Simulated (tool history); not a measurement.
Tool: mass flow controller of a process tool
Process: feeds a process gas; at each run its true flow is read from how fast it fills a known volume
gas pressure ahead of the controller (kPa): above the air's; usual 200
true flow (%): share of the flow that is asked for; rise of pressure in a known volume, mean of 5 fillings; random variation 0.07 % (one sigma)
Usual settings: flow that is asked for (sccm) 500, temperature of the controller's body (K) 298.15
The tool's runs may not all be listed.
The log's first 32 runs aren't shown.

run	hour	flow that is asked for (sccm)	gas pressure ahead of the controller (kPa)	temperature of the controller's body (K)	true flow (%)
33	4312.5	279	165	312.15	97.49
34	4432.5	279	165	295.15	97.91
35	4520.3	156	240	302.15	97.52
36	4682.1	156	240	302.15	97.54
37	4775.0	500	200	304.15	98.79
38	4925.6	500	225	299.15	99.01
39	5023.1	105	225	295.15	97.72
40	5178.4	551	200	301.15	99.34
41	5343.4	207	144	307.15	97.75
42	5495.8	520	224	306.15	99.03
43	5646.0	531	223	309.15	99.07
44	5751.3	531	223	309.15	99.13
45	5902.0	500	200	303.15	99.32
46	5994.7	500	245	298.15	99.51
47	6107.7	500	200	300.15	99.38
48	6236.5	378	200	302.15	98.97
49	6372.9	449	180	309.15	99.06

3 ways to go on from here, each from the tool as it stands after run 49. What would each give?
A	6521.8	544	200	298.15	?
B	6521.8	940	171	306.15	?
C	6521.8	500	200	308.15	?

run	true flow (%)
A	99.81
B	101.07
C	99.43
Without the tool's hidden state the same runs would have given:
run	true flow (%)
A	98.44
B	99.68
C	98.05

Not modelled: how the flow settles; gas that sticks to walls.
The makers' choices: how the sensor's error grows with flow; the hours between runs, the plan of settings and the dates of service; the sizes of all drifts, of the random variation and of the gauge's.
